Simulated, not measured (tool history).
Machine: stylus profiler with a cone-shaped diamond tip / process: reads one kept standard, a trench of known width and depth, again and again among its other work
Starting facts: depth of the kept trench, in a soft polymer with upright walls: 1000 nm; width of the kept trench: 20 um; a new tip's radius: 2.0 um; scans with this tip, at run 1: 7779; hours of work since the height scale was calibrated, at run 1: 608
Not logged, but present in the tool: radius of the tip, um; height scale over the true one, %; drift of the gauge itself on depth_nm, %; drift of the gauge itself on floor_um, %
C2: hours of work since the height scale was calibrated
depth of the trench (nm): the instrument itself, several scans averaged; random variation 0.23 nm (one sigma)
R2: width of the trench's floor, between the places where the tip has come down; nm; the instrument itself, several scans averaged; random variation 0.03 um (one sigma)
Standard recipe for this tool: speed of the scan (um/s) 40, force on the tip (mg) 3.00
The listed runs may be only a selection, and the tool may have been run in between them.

Run 1, hour 0.0: usual settings; scans with this tip 7779; C2 608. Result: depth of the trench (nm) 1015.77, R2 15010 nm.
Run 2, hour 17.3: usual settings; scans with this tip 7934; C2 620. Result: depth of the trench (nm) 1016.16, R2 14950 nm.
Run 3, hour 34.7: usual settings; scans with this tip 8091; C2 632. Result: depth of the trench (nm) 1016.15, R2 14930 nm.
Run 4, hour 55.0: usual settings; scans with this tip 8272; C2 646. Result: depth of the trench (nm) 1016.35, R2 14970 nm.
Run 5, hour 69.4: usual settings; scans with this tip 8402; C2 657. Result: depth of the trench (nm) 1016.13, R2 14960 nm.
Run 6, hour 82.2: usual settings but speed of the scan (um/s) 141; scans with this tip 8516; C2 665. Result: depth of the trench (nm) 1015.68, R2 14490 nm.
Run 7, hour 92.3: usual settings but force on the tip (mg) 5.76; scans with this tip 8607; C2 673. Result: depth of the trench (nm) 1025.29, R2 14910 nm.
Run 8, hour 113.3: usual settings but force on the tip (mg) 5.76; scans with this tip 8795; C2 687. Result: depth of the trench (nm) 1025.37, R2 14840 nm.
Run 9, hour 128.2: usual settings but force on the tip (mg) 5.76; scans with this tip 8928; C2 698. Result: depth of the trench (nm) 1025.77, R2 14830 nm.
At hour 130.8: height scale calibrated on a step standard.
Run 10, hour 140.8: usual settings; scans with this tip 9037; C2 7. Result: depth of the trench (nm) 1014.82, R2 14780 nm.
Run 11, hour 154.6: usual settings but speed of the scan (um/s) 11, force on the tip (mg) 5.49; scans with this tip 9160; C2 17. Result: depth of the trench (nm) 1024.11, R2 14880 nm.
Run 12, hour 168.4: usual settings but speed of the scan (um/s) 11, force on the tip (mg) 5.49; scans with this tip 9285; C2 26. Result: depth of the trench (nm) 1024.02, R2 14830 nm.
Run 13, hour 188.8: usual settings but speed of the scan (um/s) 11, force on the tip (mg) 5.49; scans with this tip 9467; C2 41. Result: depth of the trench (nm) 1023.89, R2 14830 nm.
At hour 193.6: height scale calibrated on a step standard, once more.
Run 14, hour 211.0: usual settings but speed of the scan (um/s) 76, force on the tip (mg) 5.55; scans with this tip 9661; C2 12. Result: depth of the trench (nm) 1027.33, R2 14650 nm.
Run 15, hour 234.5: usual settings but speed of the scan (um/s) 31, force on the tip (mg) 1.54; scans with this tip 9872; C2 29. Result: depth of the trench (nm) 1011.42, R2 14680 nm.
Run 16, hour 250.0: usual settings but speed of the scan (um/s) 54, force on the tip (mg) 6.33; scans with this tip 10011; C2 39. Result: depth of the trench (nm) 1029.35, R2 14650 nm.
Run 17, hour 260.3: usual settings but speed of the scan (um/s) 54, force on the tip (mg) 6.33; scans with this tip 10103; C2 47. Result: depth of the trench (nm) 1029.53, R2 14580 nm.
Run 18, hour 283.3: usual settings but speed of the scan (um/s) 79, force on the tip (mg) 1.17; scans with this tip 10310; C2 63. Result: depth of the trench (nm) 1009.70, R2 14310 nm.
Run 19, hour 300.0: usual settings but speed of the scan (um/s) 79, force on the tip (mg) 1.17; scans with this tip 10460; C2 75. Result: depth of the trench (nm) 1009.73, R2 14310 nm.

Consider 4 possible next runs. They are alternatives, not a sequence: every one starts from the tool as it was left by run 19. What does each give?
Run A, hour 312.7: usual settings but speed of the scan (um/s) 25, force on the tip (mg) 4.59; scans with this tip 10574; C2 83. Result: depth of the trench (nm) ?, R2 ?.
Run B, hour 312.7: usual settings but speed of the scan (um/s) 13, force on the tip (mg) 5.76; scans with this tip 10574; C2 83. Result: depth of the trench (nm) ?, R2 ?.
Run C, hour 312.7: usual settings but speed of the scan (um/s) 68, force on the tip (mg) 2.94; scans with this tip 10574; C2 83. Result: depth of the trench (nm) ?, R2 ?.
Run D, hour 312.7: usual settings but speed of the scan (um/s) 79, force on the tip (mg) 7.48; scans with this tip 10574; C2 83. Result: depth of the trench (nm) ?, R2 ?.

run  depth of the trench (nm)     R2
  A                   1023.55  14590
  B                   1027.23  14650
  C                   1017.80  14420
  D                   1033.10  14460
What these runs would have given with no unlogged condition in the tool:
run  depth of the trench (nm)     R2
  A                   1023.36  16440
  B                   1027.05  16500
  C                   1017.62  16270
  D                   1032.91  16310
